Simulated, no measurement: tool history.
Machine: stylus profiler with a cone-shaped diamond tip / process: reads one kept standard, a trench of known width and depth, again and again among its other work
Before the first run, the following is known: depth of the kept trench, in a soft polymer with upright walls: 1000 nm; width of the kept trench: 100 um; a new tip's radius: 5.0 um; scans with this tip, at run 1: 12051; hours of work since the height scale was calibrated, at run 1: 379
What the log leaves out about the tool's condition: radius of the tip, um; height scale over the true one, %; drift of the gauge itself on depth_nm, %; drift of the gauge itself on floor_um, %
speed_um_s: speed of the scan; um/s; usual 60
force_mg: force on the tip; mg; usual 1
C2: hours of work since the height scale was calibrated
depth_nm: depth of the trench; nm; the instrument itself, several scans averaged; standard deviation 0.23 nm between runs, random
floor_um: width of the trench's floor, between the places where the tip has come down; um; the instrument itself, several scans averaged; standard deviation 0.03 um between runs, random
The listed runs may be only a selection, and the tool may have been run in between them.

Run 1, hour 0: usual settings; scans with this tip 12051; C2 379. Result: depth_nm 1008.3 nm, floor_um 93.81 um.
Run 2, hour 82.7: usual settings; scans with this tip 12343; C2 427. Result: depth_nm 1008.1 nm, floor_um 93.77 um.
Run 3, hour 162.8: usual settings but speed_um_s 30 um/s; scans with this tip 12625; C2 474. Result: depth_nm 1008.29 nm, floor_um 93.88 um.
Run 4, hour 244: usual settings but force_mg 0.91 mg; scans with this tip 12911; C2 521. Result: depth_nm 1008.02 nm, floor_um 93.82 um.
Run 5, hour 289.7: usual settings; scans with this tip 13073; C2 548. Result: depth_nm 1008.64 nm, floor_um 93.77 um.
Run 6, hour 352.5: usual settings but force_mg 2.91 mg; scans with this tip 13294; C2 584. Result: depth_nm 1016.96 nm, floor_um 93.86 um.
Run 7, hour 390.5: usual settings but force_mg 2.91 mg; scans with this tip 13428; C2 606. Result: depth_nm 1017.17 nm, floor_um 93.88 um.
Run 8, hour 429.5: usual settings; scans with this tip 13565; C2 629. Result: depth_nm 1008.17 nm, floor_um 93.79 um.
Run 9, hour 469.7: usual settings; scans with this tip 13707; C2 652. Result: depth_nm 1008.4 nm, floor_um 93.82 um.
Run 10, hour 542.7: usual settings; scans with this tip 13965; C2 694. Result: depth_nm 1008.64 nm, floor_um 93.81 um.
Run 11, hour 615.1: usual settings but speed_um_s 36 um/s; scans with this tip 14220; C2 736. Result: depth_nm 1008.13 nm, floor_um 93.87 um.
Run 12, hour 670.7: usual settings but force_mg 1.36 mg; scans with this tip 14416; C2 769. Result: depth_nm 1010.31 nm, floor_um 93.85 um.
Run 13, hour 740: usual settings but force_mg 0.63 mg; scans with this tip 14660; C2 809. Result: depth_nm 1005.93 nm, floor_um 93.72 um.
Run 14, hour 823.9: usual settings but speed_um_s 72 um/s, force_mg 1.21 mg; scans with this tip 14956; C2 857. Result: depth_nm 1009.82 nm, floor_um 93.79 um.
Run 15, hour 911.2: usual settings but speed_um_s 72 um/s, force_mg 0.91 mg; scans with this tip 15264; C2 908. Result: depth_nm 1007.64 nm, floor_um 93.78 um.
Run 16, hour 980.2: usual settings but speed_um_s 72 um/s, force_mg 0.91 mg; scans with this tip 15508; C2 948. Result: depth_nm 1007.71 nm, floor_um 93.72 um.
Run 17, hour 1024.7: usual settings but speed_um_s 72 um/s, force_mg 0.91 mg; scans with this tip 15664; C2 974. Result: depth_nm 1007.87 nm, floor_um 93.7 um.
Run 18, hour 1097.7: usual settings but speed_um_s 128 um/s; scans with this tip 15922; C2 1016. Result: depth_nm 1008.2 nm, floor_um 93.58 um.
Run 19, hour 1175: usual settings but speed_um_s 37 um/s; scans with this tip 16194; C2 1061. Result: depth_nm 1008.02 nm, floor_um 93.88 um.
Run 20, hour 1261.6: usual settings but speed_um_s 138 um/s, force_mg 1.69 mg; scans with this tip 16500; C2 1111. Result: depth_nm 1012.15 nm, floor_um 93.63 um.
Run 21, hour 1325.9: usual settings but speed_um_s 56 um/s, force_mg 1.93 mg; scans with this tip 16727; C2 1149. Result: depth_nm 1013.25 nm, floor_um 93.87 um.
Run 22, hour 1372.4: usual settings but speed_um_s 20 um/s, force_mg 0.73 mg; scans with this tip 16891; C2 1176. Result: depth_nm 1006.69 nm, floor_um 93.92 um.
Run 23, hour 1453.4: usual settings but speed_um_s 23 um/s, force_mg 1.04 mg; scans with this tip 17176; C2 1223. Result: depth_nm 1008.64 nm, floor_um 93.95 um.
Run 24, hour 1531.4: usual settings but speed_um_s 124 um/s, force_mg 0.4 mg; scans with this tip 17451; C2 1268. Result: depth_nm 1004.73 nm, floor_um 93.38 um.
Run 25, hour 1587: usual settings but speed_um_s 124 um/s, force_mg 2.08 mg; scans with this tip 17647; C2 1300. Result: depth_nm 1013.29 nm, floor_um 93.72 um.
Run 26, hour 1669: usual settings but speed_um_s 124 um/s, force_mg 2.08 mg; scans with this tip 17937; C2 1348. Result: depth_nm 1013.56 nm, floor_um 93.64 um.

Below are 3 alternative next runs, each starting from the tool's condition after run 26. Predict each:
Run A, hour 1720.6: usual settings but speed_um_s 89 um/s, force_mg 2.08 mg; scans with this tip 18119; C2 1378. Result: depth_nm ?, floor_um ?.
Run B, hour 1720.6: usual settings but speed_um_s 34 um/s, force_mg 1.17 mg; scans with this tip 18119; C2 1378. Result: depth_nm ?, floor_um ?.
Run C, hour 1720.6: usual settings but speed_um_s 104 um/s, force_mg 1.71 mg; scans with this tip 18119; C2 1378. Result: depth_nm ?, floor_um ?.

run  depth_nm  floor_um
  A   1013.43     93.72
  B   1009.05     93.87
  C   1011.85      93.7
Had the tool no hidden state, the same runs would have come out as:
run  depth_nm  floor_um
  A   1013.45     93.75
  B   1009.08      93.9
  C   1011.87     93.73

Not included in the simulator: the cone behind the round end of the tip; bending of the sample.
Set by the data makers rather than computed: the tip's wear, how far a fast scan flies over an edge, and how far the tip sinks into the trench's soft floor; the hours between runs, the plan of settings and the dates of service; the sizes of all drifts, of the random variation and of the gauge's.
